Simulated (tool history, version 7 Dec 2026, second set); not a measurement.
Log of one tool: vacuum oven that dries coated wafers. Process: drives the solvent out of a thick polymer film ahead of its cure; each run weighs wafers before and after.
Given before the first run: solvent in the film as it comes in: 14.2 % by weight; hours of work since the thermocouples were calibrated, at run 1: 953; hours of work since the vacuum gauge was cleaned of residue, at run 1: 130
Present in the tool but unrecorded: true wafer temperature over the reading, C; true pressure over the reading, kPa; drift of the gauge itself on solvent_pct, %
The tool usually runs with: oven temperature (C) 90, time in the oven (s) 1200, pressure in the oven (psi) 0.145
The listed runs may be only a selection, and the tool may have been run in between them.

run   hour  oven temperature (C)  time in the oven (s)  pressure in the oven (psi)  hours of work since the thermocouples were calibrated  hours of work since the vacuum gauge was cleaned of residue  solvent left in the film (%)
  1      0                    90                  1200                       0.145                                                    953                                                          130                           2.1
  2   31.1                    90                  1260                       0.145                                                    977                                                          154                          1.92
  3   50.1                    90                  1260                       0.145                                                    992                                                          168                          1.92
  4   76.1                    90                  1260                       0.145                                                   1012                                                          188                          1.92
  5   92.5                    90                  1260                       0.145                                                   1024                                                          201                          1.93
  6  110.6                    90                  1260                       0.145                                                   1038                                                          215                          1.94
  7  131.3                    90                  1200                       0.145                                                   1054                                                          230                          2.11
  8  161.8                    90                  1200                       0.145                                                   1077                                                          254                          2.08
       192  -- oven's thermocouples calibrated
  9  195.4                    90                  1200                       0.145                                                      3                                                          278                          2.13
 10  214.5                    90                  1200                       0.145                                                     17                                                          293                          2.09
 11  239.1                    79                  1200                       0.162                                                     36                                                          312                           4.2
 12  258.6                   103                  1080                       0.162                                                     51                                                          327                          0.81
 13    275                   101                  1620                       0.384                                                     64                                                          339                          0.86
 14  301.9                   101                  1200                       0.074                                                     84                                                          360                          0.71
 15    332                   100                   720                       0.088                                                    107                                                          383                           2.2
 16  360.2                    89                   900                       0.116                                                    129                                                          404                          3.25
 17  385.1                    86                   900                       0.116                                                    148                                                          423                           3.8
 18  403.7                    79                  1200                       0.145                                                    162                                                          438                          4.12
 19  430.9                    79                  1200                       0.145                                                    183                                                          459                           4.1

Describe how what the log doesn't record of the tool's condition differs between the last listed run preceding each entry between runs and the first listed run following it.
Runs 8 to 9: oven's thermocouples calibrated (hour 192)
  true wafer temperature over the reading, C: 0.05 -> -0.03
